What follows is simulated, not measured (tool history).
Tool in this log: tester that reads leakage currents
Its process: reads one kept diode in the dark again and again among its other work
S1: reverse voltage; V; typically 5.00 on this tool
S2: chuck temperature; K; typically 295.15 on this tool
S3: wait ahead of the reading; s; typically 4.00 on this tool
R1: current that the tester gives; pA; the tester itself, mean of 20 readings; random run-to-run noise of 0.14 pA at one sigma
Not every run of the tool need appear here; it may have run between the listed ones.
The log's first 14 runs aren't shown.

run	hour	S1	S2	S3	R1
15	266.8	5.00	323.15	4.00	481.18
16	286.8	5.00	318.15	4.00	329.42
17	304.5	5.00	318.15	4.00	330.90
18	331.5	5.00	322.15	4.00	446.19
19	358.6	5.00	322.15	4.00	446.38
20	382.2	5.00	295.15	4.00	52.35
21	403.2	5.00	295.15	4.00	51.90
22	419.7	3.22	318.15	3.22	254.57
23	437.2	5.00	304.15	4.00	108.64
24	463.2	2.83	323.15	0.64	346.13
25	487.5	1.50	306.15	0.64	62.27
26	516.2	1.02	303.15	0.96	38.49
27	542.6	14.40	325.15	6.38	1057.92
28	556.0	14.40	315.15	4.17	501.14
29	586.1	4.35	297.15	4.00	57.39
30	612.7	4.35	297.15	4.00	57.09
31	626.7	13.72	295.15	4.00	102.05
32	638.9	3.71	301.15	0.45	72.35
33	651.9	7.90	299.15	0.43	99.65
# hour 663.2: probe card cleaned and baked
34	678.3	5.00	326.15	4.00	604.59
35	705.9	5.00	322.15	4.00	449.52
36	725.8	5.00	322.15	4.00	447.95
37	742.8	5.00	295.15	0.46	48.48
38	761.7	15.07	312.15	2.48	392.72
39	782.8	15.07	312.15	2.48	392.35

5 options for the next run, each taken on its own from the tool as it stands now. Forecast them:
A	799.7	14.55	311.15	1.62	?
B	799.7	3.21	302.15	0.58	?
C	799.7	5.00	322.15	8.20	?
D	799.7	1.57	295.15	0.63	?
E	799.7	1.27	308.15	4.47	?

run	R1
A	355.23
B	68.43
C	451.22
D	24.28
E	65.63
The same runs, with their run-to-run variation unchanged, on a tool lacking any hidden condition would have given:
run	R1
A	324.86
B	62.27
C	415.52
D	21.98
E	59.95

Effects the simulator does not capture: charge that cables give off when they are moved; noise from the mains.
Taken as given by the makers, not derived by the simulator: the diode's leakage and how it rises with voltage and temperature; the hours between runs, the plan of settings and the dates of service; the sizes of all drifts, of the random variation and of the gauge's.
